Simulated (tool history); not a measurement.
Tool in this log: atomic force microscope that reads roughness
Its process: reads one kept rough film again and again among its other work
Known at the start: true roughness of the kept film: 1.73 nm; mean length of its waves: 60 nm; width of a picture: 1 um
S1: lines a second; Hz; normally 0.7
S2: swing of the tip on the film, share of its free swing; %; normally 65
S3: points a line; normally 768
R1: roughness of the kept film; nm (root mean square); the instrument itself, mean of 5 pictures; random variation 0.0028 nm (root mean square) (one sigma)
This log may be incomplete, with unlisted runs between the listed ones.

run   hour     S1  S2   S3     R1
  1      0    0.7  65  768  1.648
  2    6.8    0.7  65  768  1.646
  3   14.5    0.7  65  768  1.648
  4   21.1    0.7  65  768  1.638
  5   26.9    0.7  65  768  1.639
  6   32.6    0.7  65  768  1.637
  7   40.2    0.7  65  768  1.633
  8   45.8  1.075  65  768   1.61
  9   55.6    0.7  67  768  1.619
      60.7  -- new tip fitted
 10     63    0.7  67  768  1.676
 11   70.8    0.7  67  768   1.67
 12   75.4    0.7  67  768  1.665
 13   81.4    0.7  67  768  1.661
 14     87    0.7  65  768  1.668
 15   96.5    0.7  65  768  1.658
 16  101.7  0.643  65  768   1.66
 17  107.1    0.7  65  768  1.659
 18  114.8    0.7  56  768  1.667
 19    120    0.7  57  768  1.662
 20    127   1.57  65  768  1.603
 21    132   1.57  65  768  1.604
 22  141.1    0.7  65  768  1.642
 23  145.5    0.7  65  768  1.643
 24  154.6    0.7  65  768  1.635
     156.1  -- height scale calibrated on a step standard
 25  160.2    0.7  65  768  1.633
 26  167.6    0.7  65  768  1.627
 27  171.8    0.7  65  768  1.626
 28  178.8    0.7  65  768  1.627
     180.6  -- new tip fitted
 29  183.6  2.448  65  712  1.592
 30  189.5  1.571  80  368  1.534
 31  198.8  2.191  65  768  1.594
 32  205.8  1.219  65  768  1.641
     209.8  -- height scale calibrated on a step standard, once more
 33  215.1    0.7  71  768  1.646
 34  220.5    0.7  71  768  1.644
 35  228.9  0.702  68  417  1.647
 36  236.7  0.584  65  768  1.658
 37  244.5  0.763  68  768  1.637
 38    254  2.219  86  676  1.392
 39  259.7  2.219  86  676  1.388
 40    264  0.955  76  487  1.586
 41  273.2  0.955  76  487  1.581
 42  278.6  3.803  59  258  1.541
 43  287.7  1.139  65  768  1.608
 44  296.5  1.139  65  768  1.602
     300.6  -- new tip fitted
 45  302.1  1.344  55  768  1.681
 46  307.3   1.08  74  289  1.619
 47  312.3   1.08  74  289  1.613
 48  317.5   1.08  74  289   1.61
 49  323.7   1.08  74  987  1.615
 50    330   1.08  74  556   1.61
 51  337.1   1.08  74  556  1.608
 52  341.1   1.08  74  556  1.604
 53  348.6   1.08  74  556  1.597

Predict each of these 3 candidate next runs independently; none follows another, all start after run 53:
  A  357.6    0.7  58  768   ?
  B  357.6   0.95  74  556   ?
  C  357.6  1.265  74  979   ?

run     R1
  A   1.67
  B  1.604
  C  1.588
Without the tool's unlogged condition, the same runs would have read:
run     R1
  A  1.697
  B   1.63
  C  1.613
